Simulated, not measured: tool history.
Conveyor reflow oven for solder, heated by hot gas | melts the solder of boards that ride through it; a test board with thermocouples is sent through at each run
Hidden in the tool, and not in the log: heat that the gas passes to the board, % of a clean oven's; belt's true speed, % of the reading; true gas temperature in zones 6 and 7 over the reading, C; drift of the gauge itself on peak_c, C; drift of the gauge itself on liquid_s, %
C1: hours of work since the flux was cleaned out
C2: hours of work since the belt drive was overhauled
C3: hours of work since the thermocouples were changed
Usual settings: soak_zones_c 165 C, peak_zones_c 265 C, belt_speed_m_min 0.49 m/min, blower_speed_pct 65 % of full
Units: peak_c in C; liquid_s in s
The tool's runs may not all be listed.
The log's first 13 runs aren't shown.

run 14 hour=349.8 | soak_zones_c=165 peak_zones_c=265 belt_speed_m_min=0.49 blower_speed_pct=65 | C1=92 C2=411 C3=637 | peak_c=248.1 liquid_s=66.8
run 15 hour=378 | soak_zones_c=152 peak_zones_c=265 belt_speed_m_min=0.49 blower_speed_pct=65 | C1=110 C2=428 C3=655 | peak_c=245.4 liquid_s=59.1
run 16 hour=393.8 | soak_zones_c=165 peak_zones_c=258 belt_speed_m_min=0.49 blower_speed_pct=65 | C1=120 C2=438 C3=665 | peak_c=241.2 liquid_s=59.4
run 17 hour=423.6 | soak_zones_c=157 peak_zones_c=280 belt_speed_m_min=0.421 blower_speed_pct=65 | C1=138 C2=457 C3=684 | peak_c=265.3 liquid_s=92.9
run 18 hour=461.1 | soak_zones_c=165 peak_zones_c=265 belt_speed_m_min=0.49 blower_speed_pct=68 | C1=162 C2=481 C3=707 | peak_c=247.9 liquid_s=67.4
run 19 hour=480.9 | soak_zones_c=165 peak_zones_c=265 belt_speed_m_min=0.507 blower_speed_pct=68 | C1=174 C2=493 C3=720 | peak_c=246.7 liquid_s=62.9
run 20 hour=500.7 | soak_zones_c=165 peak_zones_c=265 belt_speed_m_min=0.479 blower_speed_pct=65 | C1=187 C2=506 C3=732 | peak_c=248.2 liquid_s=68.9
run 21 hour=538.9 | soak_zones_c=151 peak_zones_c=259 belt_speed_m_min=0.479 blower_speed_pct=85 | C1=211 C2=530 C3=756 | peak_c=244.3 liquid_s=62
run 22 hour=562.3 | soak_zones_c=151 peak_zones_c=259 belt_speed_m_min=0.57 blower_speed_pct=85 | C1=225 C2=544 C3=771 | peak_c=238.8 liquid_s=43.8
run 23 hour=595.9 | soak_zones_c=157 peak_zones_c=255 belt_speed_m_min=0.489 blower_speed_pct=64 | C1=246 C2=565 C3=792 | peak_c=236.4 liquid_s=48.2
run 24 hour=628.8 | soak_zones_c=157 peak_zones_c=255 belt_speed_m_min=0.489 blower_speed_pct=64 | C1=267 C2=586 C3=813 | peak_c=235.8 liquid_s=48.3

Run 25 comes next. What will it give?
run 25 hour=658.8 | soak_zones_c=157 peak_zones_c=255 belt_speed_m_min=0.489 blower_speed_pct=57 | C1=286 C2=605 C3=831 | peak_c=? liquid_s=?

Run 25 gave peak_c 234.1 C, liquid_s 44 s.
Without the tool's hidden state the same run would have given peak_c 238.6 C, liquid_s 51 s.

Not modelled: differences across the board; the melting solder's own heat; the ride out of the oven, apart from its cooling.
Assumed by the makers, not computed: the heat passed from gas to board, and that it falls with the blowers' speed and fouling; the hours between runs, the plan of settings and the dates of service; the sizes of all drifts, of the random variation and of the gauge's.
